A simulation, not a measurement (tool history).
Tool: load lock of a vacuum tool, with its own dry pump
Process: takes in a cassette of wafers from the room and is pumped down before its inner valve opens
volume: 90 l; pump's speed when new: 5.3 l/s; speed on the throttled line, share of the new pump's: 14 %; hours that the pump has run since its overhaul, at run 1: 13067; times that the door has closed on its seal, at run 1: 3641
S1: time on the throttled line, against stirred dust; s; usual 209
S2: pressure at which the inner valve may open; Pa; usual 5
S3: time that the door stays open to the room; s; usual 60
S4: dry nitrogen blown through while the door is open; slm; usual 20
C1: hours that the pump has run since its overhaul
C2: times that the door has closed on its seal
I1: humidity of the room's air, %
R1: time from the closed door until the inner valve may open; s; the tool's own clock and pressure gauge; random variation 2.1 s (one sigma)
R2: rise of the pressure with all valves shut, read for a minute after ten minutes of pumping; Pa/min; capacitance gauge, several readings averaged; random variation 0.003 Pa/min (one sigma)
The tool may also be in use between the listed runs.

{"run": 1, "day": 0.0, "S1": 209, "S2": 5, "S3": 60, "S4": 20, "C1": 13067, "C2": 3641, "I1": 44.4, "R1": 375.9, "R2": 0.025}
{"run": 2, "day": 3.158, "S1": 209, "S2": 5, "S3": 60, "S4": 16, "C1": 13143, "C2": 3792, "I1": 45.3, "R1": 377.2, "R2": 0.032}
{"run": 3, "day": 5.188, "S1": 209, "S2": 5, "S3": 60, "S4": 20, "C1": 13191, "C2": 3889, "I1": 46.6, "R1": 378.1, "R2": 0.033}
{"run": 4, "day": 6.958, "S1": 209, "S2": 5, "S3": 60, "S4": 20, "C1": 13234, "C2": 3974, "I1": 46.6, "R1": 377.6, "R2": 0.028}
{"run": 5, "day": 10.592, "S1": 209, "S2": 5, "S3": 60, "S4": 11, "C1": 13321, "C2": 4148, "I1": 42.8, "R1": 377.2, "R2": 0.026}
{"run": 6, "day": 12.425, "S1": 209, "S2": 5, "S3": 60, "S4": 11, "C1": 13365, "C2": 4235, "I1": 43.5, "R1": 373.7, "R2": 0.033}
{"run": 7, "day": 15.746, "S1": 209, "S2": 5, "S3": 60, "S4": 11, "C1": 13445, "C2": 4394, "I1": 45.3, "R1": 378.0, "R2": 0.028}
{"run": 8, "day": 19.838, "S1": 209, "S2": 5, "S3": 60, "S4": 11, "C1": 13543, "C2": 4590, "I1": 44.8, "R1": 372.9, "R2": 0.033}
{"run": 9, "day": 23.912, "S1": 209, "S2": 5, "S3": 60, "S4": 20, "C1": 13641, "C2": 4785, "I1": 46.9, "R1": 374.0, "R2": 0.024}
{"run": 10, "day": 27.758, "S1": 106, "S2": 5, "S3": 60, "S4": 20, "C1": 13733, "C2": 4969, "I1": 42.8, "R1": 289.2, "R2": 0.028}
{"run": 11, "day": 31.888, "S1": 158, "S2": 5, "S3": 60, "S4": 20, "C1": 13832, "C2": 5167, "I1": 45.3, "R1": 333.4, "R2": 0.034}
{"run": 12, "day": 35.033, "S1": 158, "S2": 5, "S3": 60, "S4": 20, "C1": 13908, "C2": 5317, "I1": 47.0, "R1": 332.4, "R2": 0.025}
{"run": 13, "day": 37.562, "S1": 158, "S2": 5, "S3": 60, "S4": 20, "C1": 13968, "C2": 5438, "I1": 45.7, "R1": 336.1, "R2": 0.029}
{"run": 14, "day": 39.671, "S1": 158, "S2": 5, "S3": 60, "S4": 7, "C1": 14019, "C2": 5539, "I1": 48.0, "R1": 333.4, "R2": 0.042}
{"run": 15, "day": 42.967, "S1": 158, "S2": 5, "S3": 60, "S4": 7, "C1": 14098, "C2": 5697, "I1": 44.0, "R1": 334.8, "R2": 0.037}
{"run": 16, "day": 47.208, "S1": 209, "S2": 5, "S3": 60, "S4": 20, "C1": 14200, "C2": 5900, "I1": 41.2, "R1": 377.3, "R2": 0.023}
{"run": 17, "day": 51.217, "S1": 209, "S2": 5, "S3": 60, "S4": 20, "C1": 14296, "C2": 6091, "I1": 45.9, "R1": 377.6, "R2": 0.035}
{"run": 18, "day": 53.192, "S1": 264, "S2": 9, "S3": 46, "S4": 24, "C1": 14344, "C2": 6186, "I1": 43.7, "R1": 416.6, "R2": 0.024}
{"run": 19, "day": 56.088, "S1": 162, "S2": 6, "S3": 152, "S4": 20, "C1": 14413, "C2": 6324, "I1": 45.3, "R1": 334.3, "R2": 0.054}
{"run": 20, "day": 59.812, "S1": 140, "S2": 4, "S3": 29, "S4": 8, "C1": 14502, "C2": 6503, "I1": 45.8, "R1": 326.4, "R2": 0.02}
{"run": 21, "day": 62.104, "S1": 105, "S2": 6, "S3": 111, "S4": 6, "C1": 14557, "C2": 6612, "I1": 43.5, "R1": 285.3, "R2": 0.057}
{"run": 22, "day": 64.125, "S1": 105, "S2": 6, "S3": 111, "S4": 6, "C1": 14606, "C2": 6709, "I1": 48.2, "R1": 285.5, "R2": 0.053}
{"run": 23, "day": 67.6, "S1": 105, "S2": 6, "S3": 111, "S4": 6, "C1": 14689, "C2": 6875, "I1": 46.1, "R1": 289.1, "R2": 0.053}
{"run": 24, "day": 70.517, "S1": 105, "S2": 6, "S3": 111, "S4": 6, "C1": 14759, "C2": 7015, "I1": 47.1, "R1": 286.8, "R2": 0.059}
{"run": 25, "day": 74.254, "S1": 209, "S2": 9, "S3": 60, "S4": 20, "C1": 14849, "C2": 7194, "I1": 44.3, "R1": 364.0, "R2": 0.03}
{"run": 26, "day": 76.912, "S1": 209, "S2": 9, "S3": 60, "S4": 20, "C1": 14913, "C2": 7321, "I1": 44.9, "R1": 366.9, "R2": 0.031}
{"run": 27, "day": 80.721, "S1": 228, "S2": 9, "S3": 110, "S4": 15, "C1": 15004, "C2": 7503, "I1": 45.6, "R1": 380.9, "R2": 0.047}
{"run": 28, "day": 82.721, "S1": 180, "S2": 5, "S3": 60, "S4": 20, "C1": 15052, "C2": 7599, "I1": 38.9, "R1": 354.6, "R2": 0.033}
{"run": 29, "day": 86.846, "S1": 209, "S2": 6, "S3": 60, "S4": 20, "C1": 15151, "C2": 7796, "I1": 43.4, "R1": 376.7, "R2": 0.032}
{"run": 30, "day": 90.533, "S1": 286, "S2": 7, "S3": 34, "S4": 15, "C1": 15240, "C2": 7972, "I1": 43.5, "R1": 437.6, "R2": 0.025}
{"day": 93.796, "done": "dry pump taken out, an overhauled one fitted"}
{"run": 31, "day": 94.288, "S1": 256, "S2": 6, "S3": 36, "S4": 15, "C1": 12, "C2": 8140, "I1": 45.9, "R1": 386.7, "R2": 0.029}
{"run": 32, "day": 98.2, "S1": 290, "S2": 6, "S3": 215, "S4": 20, "C1": 106, "C2": 8327, "I1": 44.5, "R1": 417.6, "R2": 0.072}
{"run": 33, "day": 100.675, "S1": 120, "S2": 5, "S3": 198, "S4": 20, "C1": 165, "C2": 8446, "I1": 45.0, "R1": 276.2, "R2": 0.066}
{"run": 34, "day": 104.229, "S1": 285, "S2": 5, "S3": 185, "S4": 20, "C1": 250, "C2": 8616, "I1": 44.9, "R1": 418.0, "R2": 0.06}

5 ways to go on from here, each from the tool as it stands after run 34. What would each give?
{"run": "A", "day": 108.388, "S1": 318, "S2": 5, "S3": 60, "S4": 14, "C1": 350, "C2": 8815, "I1": 45.1, "R1": "?", "R2": "?"}
{"run": "B", "day": 108.388, "S1": 285, "S2": 4, "S3": 191, "S4": 21, "C1": 350, "C2": 8815, "I1": 46.1, "R1": "?", "R2": "?"}
{"run": "C", "day": 108.388, "S1": 209, "S2": 5, "S3": 107, "S4": 13, "C1": 350, "C2": 8815, "I1": 49.1, "R1": "?", "R2": "?"}
{"run": "D", "day": 108.388, "S1": 209, "S2": 7, "S3": 30, "S4": 9, "C1": 350, "C2": 8815, "I1": 46.8, "R1": "?", "R2": "?"}
{"run": "E", "day": 108.388, "S1": 326, "S2": 5, "S3": 185, "S4": 20, "C1": 350, "C2": 8815, "I1": 46.2, "R1": "?", "R2": "?"}

run=A R1=443.7 R2=0.043
run=B R1=419.8 R2=0.065
run=C R1=356.9 R2=0.062
run=D R1=347.5 R2=0.029
run=E R1=453.2 R2=0.065
Without the tool's hidden state the same runs would have given:
run=A R1=444.3 R2=0.033
run=B R1=420.4 R2=0.054
run=C R1=357.6 R2=0.051
run=D R1=348.1 R2=0.019
run=E R1=453.8 R2=0.055

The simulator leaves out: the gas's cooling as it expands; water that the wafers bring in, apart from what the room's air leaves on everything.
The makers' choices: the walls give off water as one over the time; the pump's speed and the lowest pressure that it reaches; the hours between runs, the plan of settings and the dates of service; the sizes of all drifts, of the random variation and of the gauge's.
